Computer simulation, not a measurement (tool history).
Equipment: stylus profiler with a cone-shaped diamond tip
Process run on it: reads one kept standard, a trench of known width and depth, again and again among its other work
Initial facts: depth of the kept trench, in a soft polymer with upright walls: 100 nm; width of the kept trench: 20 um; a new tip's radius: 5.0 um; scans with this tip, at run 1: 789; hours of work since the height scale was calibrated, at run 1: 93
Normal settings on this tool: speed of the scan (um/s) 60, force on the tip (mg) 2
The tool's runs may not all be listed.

run   hour  speed of the scan (um/s)  force on the tip (mg)  scans with this tip  hours of work since the height scale was calibrated  depth of the trench (nm)  width of the trench's floor (um)
  1      0                        60                      2                  789                                                   93                    100.87                             17.52
  2   34.9                        60                   1.31                 1021                                                  120                    100.69                              17.4
  3   67.4                        60                   1.31                 1237                                                  145                    100.71                             17.34
  4   96.9                        60                   1.31                 1433                                                  168                    100.65                             17.29
  5  120.3                        60                      2                 1589                                                  186                     100.9                             17.39
  6    138                        60                   5.61                 1706                                                  200                    101.78                             17.56
  7  174.5                        60                   5.61                 1949                                                  229                    101.77                             17.45
  8  199.8                        60                   5.61                 2117                                                  248                    101.75                             17.48
  9  232.3                        60                   3.75                 2333                                                  274                    101.37                             17.32
 10  264.1                        94                      2                 2544                                                  298                    100.91                             17.02
 11    299                        94                      2                 2776                                                  325                    100.94                             16.96
 12  328.2                        94                      2                 2970                                                  348                    100.94                             16.94
 13  350.6                        94                      2                 3119                                                  366                    100.98                             16.91
 14  378.7                        94                      2                 3305                                                  388                       101                             16.96
 15  406.3                        60                      2                 3489                                                  409                    100.99                             17.18
 16  435.2                        60                      2                 3681                                                  432                    100.96                             17.06
 17  454.5                        60                      2                 3809                                                  447                    100.94                             17.06
 18  479.3                        65                   3.73                 3974                                                  466                    101.41                             17.12
 19  494.8                        65                   3.73                 4077                                                  478                    101.39                             17.12
 20  519.4                        22                   3.73                 4241                                                  497                     101.4                             17.29
 21    549                        46                    2.2                 4437                                                  520                    101.04                             17.08
 22  572.3                       201                   0.71                 4592                                                  538                    100.58                             15.05
 23  602.6                       201                   0.71                 4793                                                  562                    100.64                                15
 24  618.1                        67                      2                 4896                                                  574                    100.99                             16.88
 25  641.7                        67                      2                 5053                                                  592                    101.05                             16.82
 26  666.4                        60                    0.7                 5217                                                  612                    100.56                             16.56
 27  691.1                        60                    0.7                 5381                                                  631                    100.64                             16.54
 28  718.8                        29                   4.41                 5565                                                  652                    101.62                             17.14
 29  745.2                        26                   3.19                 5741                                                  673                    101.41                             17.03

Each row is a separate what-if for the run after 29, all from the same tool condition, not one after another. Results?
  A  781.9                        55                   5.49                 5985                                                  702                         ?                                 ?
  B  781.9                        34                   3.19                 5985                                                  702                         ?                                 ?
  C  781.9                       106                   3.63                 5985                                                  702                         ?                                 ?
  D  781.9                        99                   0.73                 5985                                                  702                         ?                                 ?
  E  781.9                        30                      2                 5985                                                  702                         ?                                 ?

run  depth of the trench (nm)  width of the trench's floor (um)
  A                     101.9                             17.03
  B                    101.33                             16.99
  C                    101.45                             16.69
  D                    100.65                                16
  E                    100.99                             17.05
Without the tool's hidden state the same runs would have given:
run  depth of the trench (nm)  width of the trench's floor (um)
  A                    101.68                             17.83
  B                    101.11                              17.8
  C                    101.23                             17.49
  D                    100.43                              16.8
  E                    100.78                             17.85
